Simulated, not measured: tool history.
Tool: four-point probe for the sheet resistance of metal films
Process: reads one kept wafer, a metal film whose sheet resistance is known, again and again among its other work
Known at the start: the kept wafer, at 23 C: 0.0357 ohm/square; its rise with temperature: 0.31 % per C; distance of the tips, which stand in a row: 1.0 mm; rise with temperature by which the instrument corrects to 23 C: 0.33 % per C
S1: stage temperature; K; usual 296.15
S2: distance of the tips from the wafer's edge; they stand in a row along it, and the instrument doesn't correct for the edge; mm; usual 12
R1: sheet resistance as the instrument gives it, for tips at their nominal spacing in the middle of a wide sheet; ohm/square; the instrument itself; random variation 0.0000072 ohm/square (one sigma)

| run | hour | S1 | S2 | R1 |
|---|---|---|---|---|
| 1 | 0.0 | 296.15 | 12 | 0.035789 |
| 2 | 14.0 | 296.15 | 12 | 0.035789 |
| 3 | 30.5 | 296.15 | 19 | 0.035724 |
| 4 | 45.7 | 296.15 | 19 | 0.035710 |
| 5 | 56.2 | 296.15 | 19 | 0.035722 |
| 6 | 70.9 | 296.15 | 19 | 0.035728 |
| 7 | 80.9 | 296.15 | 12 | 0.035801 |
| 8 | 94.4 | 296.15 | 12 | 0.035802 |
| 9 | 108.3 | 296.15 | 12 | 0.035809 |
| 10 | 121.2 | 296.15 | 12 | 0.035806 |
|  | 122.6 | stage's thermometer calibrated |
| 11 | 134.8 | 296.15 | 12 | 0.035803 |
| 12 | 146.8 | 296.15 | 9 | 0.035921 |
| 13 | 156.3 | 296.15 | 9 | 0.035903 |
| 14 | 166.4 | 294.15 | 12 | 0.035820 |
| 15 | 181.3 | 296.15 | 70 | 0.035677 |
| 16 | 190.2 | 307.15 | 46 | 0.035614 |
| 17 | 203.3 | 295.15 | 32 | 0.035709 |
|  | 213.1 | stage's thermometer calibrated, once more |
| 18 | 218.2 | 300.15 | 7 | 0.036012 |
| 19 | 234.2 | 300.15 | 7 | 0.036009 |
| 20 | 240.9 | 300.15 | 7 | 0.036017 |
| 21 | 251.9 | 301.15 | 7 | 0.035997 |
| 22 | 265.9 | 297.15 | 8 | 0.035934 |
| 23 | 273.1 | 296.15 | 3 | 0.037663 |
| 24 | 280.8 | 296.15 | 3 | 0.037657 |
| 25 | 296.0 | 292.15 | 12 | 0.035799 |
| 26 | 306.0 | 296.15 | 22 | 0.035701 |
| 27 | 322.4 | 306.15 | 4 | 0.036751 |

5 ways to go on from here, each from the tool as it stands after run 27. What would each give?
| A | 329.7 | 306.15 | 12 | ? |
| B | 329.7 | 301.15 | 5 | ? |
| C | 329.7 | 304.15 | 56 | ? |
| D | 329.7 | 306.15 | 23 | ? |
| E | 329.7 | 297.15 | 8 | ? |

| run | R1 |
|---|---|
| A | 0.035724 |
| B | 0.036373 |
| C | 0.035607 |
| D | 0.035633 |
| E | 0.035947 |
Without the tool's hidden state the same runs would have given:
| run | R1 |
|---|---|
| A | 0.035772 |
| B | 0.036421 |
| C | 0.035654 |
| D | 0.035680 |
| E | 0.035994 |

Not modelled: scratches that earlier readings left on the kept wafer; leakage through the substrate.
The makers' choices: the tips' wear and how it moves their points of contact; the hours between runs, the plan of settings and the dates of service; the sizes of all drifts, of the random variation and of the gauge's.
